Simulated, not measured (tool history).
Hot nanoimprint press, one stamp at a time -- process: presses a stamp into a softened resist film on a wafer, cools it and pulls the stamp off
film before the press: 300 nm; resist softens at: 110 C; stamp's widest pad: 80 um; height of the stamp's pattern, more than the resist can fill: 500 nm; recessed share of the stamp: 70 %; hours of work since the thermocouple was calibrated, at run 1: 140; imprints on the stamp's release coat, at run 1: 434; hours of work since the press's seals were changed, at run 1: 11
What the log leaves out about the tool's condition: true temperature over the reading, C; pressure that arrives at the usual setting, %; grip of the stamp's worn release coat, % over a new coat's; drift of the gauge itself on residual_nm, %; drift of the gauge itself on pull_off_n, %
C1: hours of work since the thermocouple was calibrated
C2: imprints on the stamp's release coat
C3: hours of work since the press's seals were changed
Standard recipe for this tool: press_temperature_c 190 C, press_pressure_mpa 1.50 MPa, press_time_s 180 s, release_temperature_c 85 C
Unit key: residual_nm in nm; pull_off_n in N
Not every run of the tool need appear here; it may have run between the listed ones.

{"run": 1, "hour": 0.0, "press_temperature_c": 190, "press_pressure_mpa": 1.5, "press_time_s": 180, "release_temperature_c": 85, "C1": 140, "C2": 434, "C3": 11, "residual_nm": 123.9, "pull_off_n": 203}
{"run": 2, "hour": 9.4, "press_temperature_c": 190, "press_pressure_mpa": 1.5, "press_time_s": 180, "release_temperature_c": 85, "C1": 148, "C2": 479, "C3": 18, "residual_nm": 125.0, "pull_off_n": 212}
{"run": 3, "hour": 26.9, "press_temperature_c": 190, "press_pressure_mpa": 1.5, "press_time_s": 180, "release_temperature_c": 85, "C1": 161, "C2": 562, "C3": 32, "residual_nm": 124.8, "pull_off_n": 216}
{"run": 4, "hour": 37.4, "press_temperature_c": 190, "press_pressure_mpa": 1.5, "press_time_s": 180, "release_temperature_c": 85, "C1": 169, "C2": 611, "C3": 40, "residual_nm": 124.6, "pull_off_n": 217}
{"hour": 44.4, "done": "stamp cleaned and given a new release coat"}
{"run": 5, "hour": 62.0, "press_temperature_c": 190, "press_pressure_mpa": 1.5, "press_time_s": 180, "release_temperature_c": 85, "C1": 184, "C2": 83, "C3": 54, "residual_nm": 123.7, "pull_off_n": 184}
{"run": 6, "hour": 71.4, "press_temperature_c": 190, "press_pressure_mpa": 1.5, "press_time_s": 180, "release_temperature_c": 85, "C1": 191, "C2": 128, "C3": 61, "residual_nm": 124.2, "pull_off_n": 182}
{"run": 7, "hour": 86.0, "press_temperature_c": 190, "press_pressure_mpa": 1.5, "press_time_s": 180, "release_temperature_c": 85, "C1": 202, "C2": 197, "C3": 73, "residual_nm": 124.3, "pull_off_n": 187}
{"run": 8, "hour": 106.0, "press_temperature_c": 190, "press_pressure_mpa": 1.5, "press_time_s": 180, "release_temperature_c": 85, "C1": 218, "C2": 292, "C3": 88, "residual_nm": 123.9, "pull_off_n": 197}
{"run": 9, "hour": 118.4, "press_temperature_c": 190, "press_pressure_mpa": 1.83, "press_time_s": 180, "release_temperature_c": 85, "C1": 227, "C2": 350, "C3": 98, "residual_nm": 112.9, "pull_off_n": 195}
{"run": 10, "hour": 129.3, "press_temperature_c": 190, "press_pressure_mpa": 1.83, "press_time_s": 180, "release_temperature_c": 85, "C1": 236, "C2": 402, "C3": 106, "residual_nm": 112.9, "pull_off_n": 199}
{"run": 11, "hour": 146.6, "press_temperature_c": 196, "press_pressure_mpa": 1.5, "press_time_s": 180, "release_temperature_c": 85, "C1": 249, "C2": 483, "C3": 120, "residual_nm": 94.3, "pull_off_n": 211}
{"run": 12, "hour": 165.3, "press_temperature_c": 190, "press_pressure_mpa": 0.95, "press_time_s": 180, "release_temperature_c": 85, "C1": 263, "C2": 572, "C3": 134, "residual_nm": 151.2, "pull_off_n": 211}
{"hour": 180.6, "done": "stamp cleaned and given a new release coat"}
{"run": 13, "hour": 180.9, "press_temperature_c": 190, "press_pressure_mpa": 0.95, "press_time_s": 180, "release_temperature_c": 85, "C1": 271, "C2": 2, "C3": 141, "residual_nm": 151.7, "pull_off_n": 178}
{"run": 14, "hour": 200.9, "press_temperature_c": 190, "press_pressure_mpa": 0.95, "press_time_s": 180, "release_temperature_c": 85, "C1": 286, "C2": 96, "C3": 157, "residual_nm": 152.2, "pull_off_n": 186}
{"run": 15, "hour": 218.5, "press_temperature_c": 190, "press_pressure_mpa": 0.95, "press_time_s": 180, "release_temperature_c": 85, "C1": 300, "C2": 179, "C3": 170, "residual_nm": 150.6, "pull_off_n": 196}
{"run": 16, "hour": 235.9, "press_temperature_c": 190, "press_pressure_mpa": 0.95, "press_time_s": 123, "release_temperature_c": 80, "C1": 313, "C2": 262, "C3": 184, "residual_nm": 171.3, "pull_off_n": 213}
{"run": 17, "hour": 250.3, "press_temperature_c": 190, "press_pressure_mpa": 0.95, "press_time_s": 123, "release_temperature_c": 80, "C1": 324, "C2": 330, "C3": 195, "residual_nm": 171.7, "pull_off_n": 218}
{"run": 18, "hour": 270.5, "press_temperature_c": 184, "press_pressure_mpa": 1.5, "press_time_s": 308, "release_temperature_c": 85, "C1": 340, "C2": 426, "C3": 211, "residual_nm": 132.4, "pull_off_n": 208}
{"run": 19, "hour": 287.0, "press_temperature_c": 184, "press_pressure_mpa": 1.5, "press_time_s": 308, "release_temperature_c": 85, "C1": 353, "C2": 504, "C3": 223, "residual_nm": 131.0, "pull_off_n": 205}
{"run": 20, "hour": 300.1, "press_temperature_c": 184, "press_pressure_mpa": 1.5, "press_time_s": 308, "release_temperature_c": 85, "C1": 363, "C2": 565, "C3": 234, "residual_nm": 132.6, "pull_off_n": 212}
{"hour": 316.1, "done": "stamp cleaned and given a new release coat"}
{"run": 21, "hour": 324.7, "press_temperature_c": 197, "press_pressure_mpa": 1.24, "press_time_s": 299, "release_temperature_c": 72, "C1": 377, "C2": 41, "C3": 248, "residual_nm": 79.9, "pull_off_n": 239}
{"run": 22, "hour": 341.0, "press_temperature_c": 178, "press_pressure_mpa": 1.69, "press_time_s": 197, "release_temperature_c": 81, "C1": 390, "C2": 118, "C3": 261, "residual_nm": 190.6, "pull_off_n": 209}
{"run": 23, "hour": 357.3, "press_temperature_c": 178, "press_pressure_mpa": 1.69, "press_time_s": 197, "release_temperature_c": 81, "C1": 403, "C2": 195, "C3": 273, "residual_nm": 191.1, "pull_off_n": 215}
{"run": 24, "hour": 371.7, "press_temperature_c": 178, "press_pressure_mpa": 1.69, "press_time_s": 190, "release_temperature_c": 91, "C1": 414, "C2": 263, "C3": 284, "residual_nm": 192.2, "pull_off_n": 161}
{"run": 25, "hour": 381.5, "press_temperature_c": 178, "press_pressure_mpa": 1.69, "press_time_s": 190, "release_temperature_c": 91, "C1": 421, "C2": 309, "C3": 292, "residual_nm": 191.6, "pull_off_n": 167}
{"run": 26, "hour": 400.8, "press_temperature_c": 191, "press_pressure_mpa": 2.06, "press_time_s": 115, "release_temperature_c": 74, "C1": 436, "C2": 401, "C3": 307, "residual_nm": 120.7, "pull_off_n": 262}
{"run": 27, "hour": 417.3, "press_temperature_c": 191, "press_pressure_mpa": 2.06, "press_time_s": 115, "release_temperature_c": 74, "C1": 449, "C2": 479, "C3": 319, "residual_nm": 121.5, "pull_off_n": 260}
{"run": 28, "hour": 432.9, "press_temperature_c": 190, "press_pressure_mpa": 1.5, "press_time_s": 215, "release_temperature_c": 85, "C1": 461, "C2": 553, "C3": 332, "residual_nm": 113.8, "pull_off_n": 213}
{"hour": 451.7, "done": "stamp cleaned and given a new release coat"}
{"run": 29, "hour": 454.0, "press_temperature_c": 190, "press_pressure_mpa": 1.5, "press_time_s": 215, "release_temperature_c": 85, "C1": 473, "C2": 11, "C3": 343, "residual_nm": 113.9, "pull_off_n": 180}

Branching from run 29: 5 alternative next runs. What would each branch give?
{"run": "A", "hour": 465.3, "press_temperature_c": 190, "press_pressure_mpa": 1.5, "press_time_s": 126, "release_temperature_c": 82, "C1": 481, "C2": 64, "C3": 352, "residual_nm": "?", "pull_off_n": "?"}
{"run": "B", "hour": 465.3, "press_temperature_c": 190, "press_pressure_mpa": 2.21, "press_time_s": 215, "release_temperature_c": 92, "C1": 481, "C2": 64, "C3": 352, "residual_nm": "?", "pull_off_n": "?"}
{"run": "C", "hour": 465.3, "press_temperature_c": 190, "press_pressure_mpa": 1.5, "press_time_s": 180, "release_temperature_c": 72, "C1": 481, "C2": 64, "C3": 352, "residual_nm": "?", "pull_off_n": "?"}
{"run": "D", "hour": 465.3, "press_temperature_c": 187, "press_pressure_mpa": 1.5, "press_time_s": 180, "release_temperature_c": 85, "C1": 481, "C2": 64, "C3": 352, "residual_nm": "?", "pull_off_n": "?"}
{"run": "E", "hour": 465.3, "press_temperature_c": 197, "press_pressure_mpa": 1.5, "press_time_s": 125, "release_temperature_c": 76, "C1": 481, "C2": 64, "C3": 352, "residual_nm": "?", "pull_off_n": "?"}

run=A residual_nm=139.4 pull_off_n=195
run=B residual_nm=94.9 pull_off_n=148
run=C residual_nm=122.6 pull_off_n=252
run=D residual_nm=139.7 pull_off_n=191
run=E residual_nm=104.1 pull_off_n=219
The same runs, with their run-to-run variation unchanged, on a tool lacking any hidden condition would have given:
run=A residual_nm=143.2 pull_off_n=194
run=B residual_nm=97.6 pull_off_n=148
run=C residual_nm=126.2 pull_off_n=250
run=D residual_nm=143.8 pull_off_n=190
run=E residual_nm=106.9 pull_off_n=218
